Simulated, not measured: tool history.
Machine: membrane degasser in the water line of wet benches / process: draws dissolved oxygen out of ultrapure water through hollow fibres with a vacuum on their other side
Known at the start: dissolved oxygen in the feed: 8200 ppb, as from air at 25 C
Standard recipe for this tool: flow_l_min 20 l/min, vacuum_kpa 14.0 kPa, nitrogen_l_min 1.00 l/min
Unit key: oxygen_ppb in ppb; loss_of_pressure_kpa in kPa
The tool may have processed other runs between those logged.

run    hour  flow_l_min  vacuum_kpa  nitrogen_l_min  oxygen_ppb  loss_of_pressure_kpa
  1     0.0          20        14.0            1.00       477.4                 54.61
  2    96.4          20        14.0            1.00       475.0                 54.78
      121.5  -- seals of the vacuum lines changed
  3   183.0          30        14.0            1.00       663.9                 81.86
  4   258.7          20        14.0            1.00       471.8                 54.34
  5   331.6          20        14.0            1.00       473.0                 54.68
  6   405.6          20        14.0            1.00       473.1                 54.79
  7   463.9          20        14.0            1.00       474.5                 54.67
  8   554.9          20        14.0            1.00       473.5                 54.28
  9   636.4          20        14.0            1.00       471.7                 55.01
 10   692.0          20        14.0            1.00       472.5                 54.57
 11   775.1          20        15.6            1.00       538.3                 55.03
      782.8  -- vacuum gauge calibrated
 12   880.1          20        15.6            1.00       548.8                 54.74
 13   932.7          20        15.6            1.00       542.3                 55.01
 14   997.2          20        14.0            1.00       485.8                 55.02
 15  1089.5          20        14.0            1.00       483.2                 54.81
 16  1166.8          20        14.0            1.00       485.1                 54.91
 17  1221.3          32         9.7            1.58       315.8                 87.79
     1276.8  -- vacuum gauge calibrated, once more
 18  1278.9          20        15.3            2.08       270.1                 54.93
 19  1351.1          13        13.9            0.43       641.0                 35.71
 20  1447.8          13        13.9            0.43       641.0                 35.66
 21  1505.1          12        11.7            1.53       159.4                 33.05
 22  1557.4          17        11.7            1.53       218.9                 46.56
 23  1610.1          17        11.7            0.43       636.0                 46.61
 24  1706.4          13        13.8            1.72       191.4                 35.67
 25  1767.1          13        13.8            1.72       190.6                 35.85
 26  1813.6          20         8.4            1.58       154.8                 55.05
 27  1880.6          22        14.0            1.00       503.5                 60.27
 28  1948.2          20        11.0            1.51       239.0                 55.16
 29  2003.4          13        11.0            1.09       216.7                 35.57
 30  2100.9          28        21.1            1.43       730.6                 77.40
 31  2150.6          28        31.2            2.60       666.4                 77.10

Consider 4 possible next runs. They are alternatives, not a sequence: every one starts from the tool as it was left by run 31. What does each give?
  A  2237.9          28         9.3            1.48           ?                     ?
  B  2237.9          27        15.9            1.38           ?                     ?
  C  2237.9          28        31.2            1.47           ?                     ?
  D  2237.9          28        33.8            1.32           ?                     ?

run  oxygen_ppb  loss_of_pressure_kpa
  A       262.3                 77.33
  B       535.4                 74.48
  C      1062.4                 77.11
  D      1254.4                 77.41
Stripped of hidden state, with their random variation kept, the same runs would have yielded:
run  oxygen_ppb  loss_of_pressure_kpa
  A       258.8                 76.16
  B       531.1                 73.34
  C      1056.4                 75.94
  D      1247.8                 76.23
